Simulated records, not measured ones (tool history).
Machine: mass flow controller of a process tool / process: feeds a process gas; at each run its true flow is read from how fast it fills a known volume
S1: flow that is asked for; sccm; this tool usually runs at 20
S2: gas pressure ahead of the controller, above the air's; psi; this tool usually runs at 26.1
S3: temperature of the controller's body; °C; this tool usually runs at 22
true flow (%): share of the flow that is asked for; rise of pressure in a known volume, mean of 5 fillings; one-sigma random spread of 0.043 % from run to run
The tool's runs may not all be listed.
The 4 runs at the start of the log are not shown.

Run 5, day 16.758: usual settings but S1 11 sccm. Result: true flow (%) 97.96.
Run 6, day 19.779: usual settings. Result: true flow (%) 99.47.
Run 7, day 23.796: usual settings. Result: true flow (%) 99.51.
Run 8, day 28.858: usual settings but S1 31 sccm. Result: true flow (%) 100.36.
Run 9, day 34.158: usual settings but S1 31 sccm. Result: true flow (%) 100.5.
Run 10, day 38.479: usual settings but S1 31 sccm. Result: true flow (%) 100.41.
At day 38.988: controller's zero set anew.
Run 11, day 43.696: usual settings but S2 26.3 psi. Result: true flow (%) 99.25.
Run 12, day 47.746: usual settings but S3 28 °C. Result: true flow (%) 98.76.
Run 13, day 51.879: usual settings. Result: true flow (%) 99.21.
Run 14, day 56.588: usual settings but S3 29 °C. Result: true flow (%) 98.72.
Run 15, day 58.783: usual settings but S3 29 °C. Result: true flow (%) 98.7.
Run 16, day 62.383: usual settings but S2 35 psi, S3 29 °C. Result: true flow (%) 98.45.
At day 62.75: controller's zero set anew, once more.
Run 17, day 65.442: usual settings but S2 35 psi, S3 29 °C. Result: true flow (%) 100.51.
Run 18, day 68.575: usual settings but S1 9 sccm, S2 35 psi, S3 29 °C. Result: true flow (%) 100.06.
Run 19, day 71.65: usual settings but S1 9 sccm, S2 24.2 psi, S3 26 °C. Result: true flow (%) 100.61.
Run 20, day 74.996: usual settings but S1 32 sccm, S2 25.5 psi, S3 40 °C. Result: true flow (%) 100.27.
Run 21, day 80.004: usual settings but S1 39 sccm, S2 24.1 psi, S3 25 °C. Result: true flow (%) 101.73.

What does the tool deliver on the next run?
Run 22, day 83.212: usual settings but S1 7 sccm, S2 24.1 psi, S3 20 °C. Result: true flow (%) ?.

{"run 22": {"true flow (%)": 100.87}}
The same run, on a tool lacking any hidden state, would have yielded true flow (%) 99.12.
